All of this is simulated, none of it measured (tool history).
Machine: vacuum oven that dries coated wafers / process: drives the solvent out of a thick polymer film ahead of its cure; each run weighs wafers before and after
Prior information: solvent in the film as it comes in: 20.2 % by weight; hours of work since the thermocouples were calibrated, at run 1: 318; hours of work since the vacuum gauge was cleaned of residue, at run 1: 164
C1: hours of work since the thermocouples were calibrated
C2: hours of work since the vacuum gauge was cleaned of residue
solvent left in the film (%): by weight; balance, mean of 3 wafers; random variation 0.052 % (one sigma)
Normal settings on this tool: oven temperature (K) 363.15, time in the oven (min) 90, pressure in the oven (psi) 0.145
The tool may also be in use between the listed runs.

Run 1, hour 0.0: usual settings; C1 318; C2 164. Result: solvent left in the film (%) 1.62.
Run 2, hour 22.8: usual settings; C1 329; C2 174. Result: solvent left in the film (%) 1.51.
Run 3, hour 41.1: usual settings; C1 338; C2 183. Result: solvent left in the film (%) 1.48.
Run 4, hour 53.2: usual settings but pressure in the oven (psi) 0.273; C1 344; C2 189. Result: solvent left in the film (%) 2.05.
Run 5, hour 64.0: usual settings; C1 349; C2 194. Result: solvent left in the film (%) 1.53.
Run 6, hour 77.1: usual settings; C1 355; C2 200. Result: solvent left in the film (%) 1.56.
Run 7, hour 97.1: usual settings; C1 364; C2 210. Result: solvent left in the film (%) 1.66.
Run 8, hour 113.3: usual settings but pressure in the oven (psi) 0.075; C1 372; C2 217. Result: solvent left in the film (%) 1.46.
Run 9, hour 135.0: usual settings but pressure in the oven (psi) 0.075; C1 382; C2 228. Result: solvent left in the film (%) 1.39.
Run 10, hour 150.5: usual settings but pressure in the oven (psi) 0.075; C1 390; C2 235. Result: solvent left in the film (%) 1.39.
Run 11, hour 172.5: usual settings; C1 400; C2 245. Result: solvent left in the film (%) 1.63.
Run 12, hour 193.0: usual settings but oven temperature (K) 361.15, time in the oven (min) 73, pressure in the oven (psi) 0.399; C1 410; C2 255. Result: solvent left in the film (%) 3.91.
Run 13, hour 214.6: usual settings but oven temperature (K) 361.15; C1 420; C2 265. Result: solvent left in the film (%) 2.16.
Run 14, hour 233.4: usual settings but oven temperature (K) 361.15, time in the oven (min) 153, pressure in the oven (psi) 0.164; C1 429; C2 274. Result: solvent left in the film (%) 1.06.
Run 15, hour 255.6: usual settings but pressure in the oven (psi) 0.300; C1 439; C2 285. Result: solvent left in the film (%) 2.31.
Run 16, hour 278.0: usual settings but oven temperature (K) 376.15; C1 450; C2 295. Result: solvent left in the film (%) 0.33.
Run 17, hour 289.3: usual settings but oven temperature (K) 351.15, time in the oven (min) 88, pressure in the oven (psi) 0.165; C1 455; C2 301. Result: solvent left in the film (%) 6.30.
Run 18, hour 308.7: usual settings but oven temperature (K) 351.15, time in the oven (min) 88, pressure in the oven (psi) 0.165; C1 465; C2 310. Result: solvent left in the film (%) 6.43.
Run 19, hour 325.2: usual settings but oven temperature (K) 358.15, time in the oven (min) 93, pressure in the oven (psi) 0.524; C1 472; C2 318. Result: solvent left in the film (%) 4.56.
Run 20, hour 341.4: usual settings but oven temperature (K) 357.15; C1 480; C2 325. Result: solvent left in the film (%) 3.47.
Run 21, hour 355.9: usual settings but oven temperature (K) 376.15, pressure in the oven (psi) 0.096; C1 487; C2 332. Result: solvent left in the film (%) 0.23.
Run 22, hour 376.2: usual settings but oven temperature (K) 376.15, pressure in the oven (psi) 0.096; C1 497; C2 342. Result: solvent left in the film (%) 0.28.

Each row is a separate what-if for the run after 22, all from the same tool condition, not one after another. Results?
Run A, hour 390.0: usual settings but oven temperature (K) 356.15, time in the oven (min) 61, pressure in the oven (psi) 0.096; C1 503; C2 348. Result: solvent left in the film (%) ?.
Run B, hour 390.0: usual settings but oven temperature (K) 364.15, time in the oven (min) 68, pressure in the oven (psi) 0.315; C1 503; C2 348. Result: solvent left in the film (%) ?.
Run C, hour 390.0: usual settings but oven temperature (K) 376.15, time in the oven (min) 73, pressure in the oven (psi) 0.265; C1 503; C2 348. Result: solvent left in the film (%) ?.
Run D, hour 390.0: usual settings but oven temperature (K) 349.15, time in the oven (min) 133; C1 503; C2 348. Result: solvent left in the film (%) ?.

run  solvent left in the film (%)
  A                          5.98
  B                          2.86
  C                          0.65
  D                          5.00
Stripped of hidden state, with their random variation kept, the same runs would have yielded:
run  solvent left in the film (%)
  A                          5.46
  B                          2.51
  C                          0.57
  D                          4.47
